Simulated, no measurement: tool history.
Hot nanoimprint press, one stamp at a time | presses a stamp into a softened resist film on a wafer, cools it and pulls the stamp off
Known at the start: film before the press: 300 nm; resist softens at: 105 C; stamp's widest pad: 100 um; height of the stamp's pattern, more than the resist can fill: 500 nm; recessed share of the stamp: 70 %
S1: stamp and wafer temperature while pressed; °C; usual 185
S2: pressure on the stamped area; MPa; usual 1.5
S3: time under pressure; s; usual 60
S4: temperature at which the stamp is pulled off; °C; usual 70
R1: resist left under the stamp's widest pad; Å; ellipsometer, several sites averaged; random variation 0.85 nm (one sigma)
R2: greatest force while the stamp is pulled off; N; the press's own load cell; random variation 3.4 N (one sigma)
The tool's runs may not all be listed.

run 1 hour=0 | S1=185 S2=1.5 S3=60 S4=70 | R1=1786 R2=189
run 2 hour=18.1 | S1=185 S2=1.5 S3=103 S4=70 | R1=1489 R2=191
run 3 hour=54.8 | S1=185 S2=1.5 S3=103 S4=70 | R1=1499 R2=189
run 4 hour=85.5 | S1=185 S2=1.5 S3=103 S4=70 | R1=1496 R2=194
run 5 hour=107.4 | S1=185 S2=1.5 S3=103 S4=70 | R1=1489 R2=201
run 6 hour=139.5 | S1=185 S2=1.5 S3=103 S4=70 | R1=1484 R2=193
run 7 hour=170.3 | S1=185 S2=1.5 S3=103 S4=70 | R1=1468 R2=201
run 8 hour=207.3 | S1=185 S2=1.5 S3=103 S4=70 | R1=1498 R2=203
run 9 hour=232.6 | S1=185 S2=1.5 S3=60 S4=70 | R1=1793 R2=206
run 10 hour=262.8 | S1=185 S2=1.5 S3=60 S4=70 | R1=1793 R2=209
run 11 hour=297.3 | S1=185 S2=1.5 S3=60 S4=70 | R1=1786 R2=208
run 12 hour=336.7 | S1=185 S2=1.5 S3=60 S4=70 | R1=1798 R2=222
run 13 hour=354.3 | S1=185 S2=1.5 S3=60 S4=70 | R1=1789 R2=211
run 14 hour=391.2 | S1=185 S2=1.5 S3=60 S4=70 | R1=1796 R2=216
run 15 hour=411.2 | S1=185 S2=1.5 S3=60 S4=65 | R1=1803 R2=228
-- hour=449.5 plate thermocouple calibrated
run 16 hour=454.5 | S1=178 S2=1.5 S3=60 S4=65 | R1=2032 R2=233
run 17 hour=489.4 | S1=178 S2=1.5 S3=60 S4=65 | R1=2022 R2=234
run 18 hour=524.4 | S1=193 S2=1.5 S3=60 S4=70 | R1=1469 R2=219
-- hour=536.7 stamp cleaned and given a new release coat
run 19 hour=560.5 | S1=188 S2=0.94 S3=60 S4=70 | R1=1954 R2=166
run 20 hour=593.3 | S1=179 S2=1.39 S3=60 S4=56 | R1=2032 R2=193
run 21 hour=629.2 | S1=189 S2=1.39 S3=66 S4=77 | R1=1614 R2=152
run 22 hour=661.2 | S1=175 S2=0.91 S3=66 S4=77 | R1=2402 R2=152
run 23 hour=683.6 | S1=175 S2=0.91 S3=66 S4=77 | R1=2408 R2=157
run 24 hour=721.5 | S1=175 S2=1.56 S3=66 S4=77 | R1=2089 R2=155
run 25 hour=753.3 | S1=185 S2=1.5 S3=94 S4=70 | R1=1512 R2=171
run 26 hour=784 | S1=185 S2=1.5 S3=94 S4=70 | R1=1508 R2=183
run 27 hour=814.4 | S1=185 S2=2.35 S3=30 S4=70 | R1=1855 R2=176
run 28 hour=841.1 | S1=185 S2=2.35 S3=30 S4=70 | R1=1857 R2=181

Forecast run 29:
run 29 hour=861.8 | S1=186 S2=1.71 S3=46 S4=70 | R1=? R2=?

{"run 29": {"R1": 1793, "R2": 184}}
Without the tool's hidden state the same run would have given R1 1767 Å, R2 162 N.
